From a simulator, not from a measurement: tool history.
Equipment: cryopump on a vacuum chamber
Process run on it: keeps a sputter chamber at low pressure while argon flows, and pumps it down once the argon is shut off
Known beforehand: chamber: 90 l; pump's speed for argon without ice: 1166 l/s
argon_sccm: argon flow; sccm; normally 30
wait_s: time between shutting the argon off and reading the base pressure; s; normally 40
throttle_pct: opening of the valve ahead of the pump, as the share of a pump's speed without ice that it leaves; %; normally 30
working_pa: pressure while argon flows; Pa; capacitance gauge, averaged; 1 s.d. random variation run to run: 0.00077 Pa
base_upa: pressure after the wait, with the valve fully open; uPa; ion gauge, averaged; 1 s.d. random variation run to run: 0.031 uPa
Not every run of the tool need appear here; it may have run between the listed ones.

Run 1, day 0.000: usual settings. Result: working_pa 0.1506 Pa, base_upa 1.91 uPa.
Run 2, day 2.179: usual settings. Result: working_pa 0.1518 Pa, base_upa 2.02 uPa.
Run 3, day 4.479: usual settings. Result: working_pa 0.1517 Pa, base_upa 1.89 uPa.
Run 4, day 6.588: usual settings. Result: working_pa 0.1533 Pa, base_upa 1.94 uPa.
Run 5, day 9.433: usual settings. Result: working_pa 0.1530 Pa, base_upa 1.97 uPa.
Run 6, day 12.871: usual settings but throttle_pct 27 %. Result: working_pa 0.1713 Pa, base_upa 2.03 uPa.
Run 7, day 15.183: usual settings but throttle_pct 27 %. Result: working_pa 0.1718 Pa, base_upa 2.01 uPa.
Run 8, day 18.288: usual settings but argon_sccm 18 sccm. Result: working_pa 0.0932 Pa, base_upa 2.08 uPa.
Run 9, day 20.533: usual settings but argon_sccm 25 sccm. Result: working_pa 0.1304 Pa, base_upa 2.18 uPa.
Run 10, day 22.054: usual settings but argon_sccm 25 sccm. Result: working_pa 0.1303 Pa, base_upa 2.10 uPa.
Run 11, day 24.838: usual settings. Result: working_pa 0.1571 Pa, base_upa 2.15 uPa.
Run 12, day 27.096: usual settings. Result: working_pa 0.1588 Pa, base_upa 2.13 uPa.
At day 27.717: pump warmed up, emptied and cooled again.
Run 13, day 29.642: usual settings. Result: working_pa 0.1462 Pa, base_upa 2.01 uPa.
Run 14, day 32.525: usual settings. Result: working_pa 0.1474 Pa, base_upa 2.15 uPa.
Run 15, day 35.938: usual settings but throttle_pct 41 %. Result: working_pa 0.1076 Pa, base_upa 2.07 uPa.
Run 16, day 37.500: usual settings but throttle_pct 41 %. Result: working_pa 0.1091 Pa, base_upa 2.10 uPa.
Run 17, day 40.438: usual settings but throttle_pct 41 %. Result: working_pa 0.1087 Pa, base_upa 2.08 uPa.
Run 18, day 43.471: usual settings but throttle_pct 41 %. Result: working_pa 0.1098 Pa, base_upa 2.16 uPa.
At day 45.354: leaking fittings of the chamber tightened, without venting.
Run 19, day 45.712: usual settings but argon_sccm 19 sccm, wait_s 153 s, throttle_pct 27 %. Result: working_pa 0.1040 Pa, base_upa 0.68 uPa.
Run 20, day 47.329: usual settings but argon_sccm 19 sccm, wait_s 153 s, throttle_pct 27 %. Result: working_pa 0.1047 Pa, base_upa 0.70 uPa.
Run 21, day 50.246: usual settings but argon_sccm 19 sccm, wait_s 44 s, throttle_pct 27 %. Result: working_pa 0.1060 Pa, base_upa 1.58 uPa.
Run 22, day 51.896: usual settings but argon_sccm 19 sccm, wait_s 44 s, throttle_pct 27 %. Result: working_pa 0.1054 Pa, base_upa 1.63 uPa.
Run 23, day 53.508: usual settings but argon_sccm 20 sccm, wait_s 44 s, throttle_pct 25 %. Result: working_pa 0.1200 Pa, base_upa 1.61 uPa.
Run 24, day 55.842: usual settings but argon_sccm 19 sccm, wait_s 184 s, throttle_pct 21 %. Result: working_pa 0.1357 Pa, base_upa 0.71 uPa.
Run 25, day 58.954: usual settings but argon_sccm 19 sccm, wait_s 184 s, throttle_pct 21 %. Result: working_pa 0.1362 Pa, base_upa 0.70 uPa.
Run 26, day 61.092: usual settings but argon_sccm 29 sccm, wait_s 67 s, throttle_pct 27 %. Result: working_pa 0.1624 Pa, base_upa 1.25 uPa.
Run 27, day 64.175: usual settings but argon_sccm 40 sccm, throttle_pct 27 %. Result: working_pa 0.2251 Pa, base_upa 1.87 uPa.
Run 28, day 67.371: usual settings but argon_sccm 40 sccm, throttle_pct 27 %. Result: working_pa 0.2261 Pa, base_upa 1.80 uPa.
Run 29, day 70.658: usual settings but argon_sccm 40 sccm, throttle_pct 27 %. Result: working_pa 0.2271 Pa, base_upa 1.89 uPa.
Run 30, day 72.738: usual settings but argon_sccm 22 sccm, throttle_pct 27 %. Result: working_pa 0.1255 Pa, base_upa 1.93 uPa.
Run 31, day 75.375: usual settings but argon_sccm 22 sccm, wait_s 34 s, throttle_pct 21 %. Result: working_pa 0.1600 Pa, base_upa 2.21 uPa.
Run 32, day 78.121: usual settings but argon_sccm 22 sccm, wait_s 34 s, throttle_pct 21 %. Result: working_pa 0.1609 Pa, base_upa 2.22 uPa.
Run 33, day 81.133: usual settings but argon_sccm 34 sccm, wait_s 26 s. Result: working_pa 0.1794 Pa, base_upa 2.72 uPa.

Alternative continuations, all from the tool just after run 33; predict every row:
Run A, day 82.733: usual settings but argon_sccm 34 sccm, wait_s 26 s. Result: working_pa ?, base_upa ?.
Run B, day 82.733: usual settings but argon_sccm 15 sccm, wait_s 60 s, throttle_pct 49 %. Result: working_pa ?, base_upa ?.
Run C, day 82.733: usual settings but throttle_pct 18 %. Result: working_pa ?, base_upa ?.
Run D, day 82.733: usual settings but argon_sccm 28 sccm, wait_s 108 s, throttle_pct 25 %. Result: working_pa ?, base_upa ?.
Run E, day 82.733: usual settings but argon_sccm 26 sccm, wait_s 26 s, throttle_pct 47 %. Result: working_pa ?, base_upa ?.

run  working_pa  base_upa
  A      0.1787      2.87
  B      0.0509      1.54
  C      0.2539      2.02
  D      0.1749      1.18
  E      0.0924      2.78
Without the tool's unlogged condition, the same runs would have read:
run  working_pa  base_upa
  A      0.1640      2.44
  B      0.0444      1.13
  C      0.2410      1.59
  D      0.1628      0.75
  E      0.0812      2.35
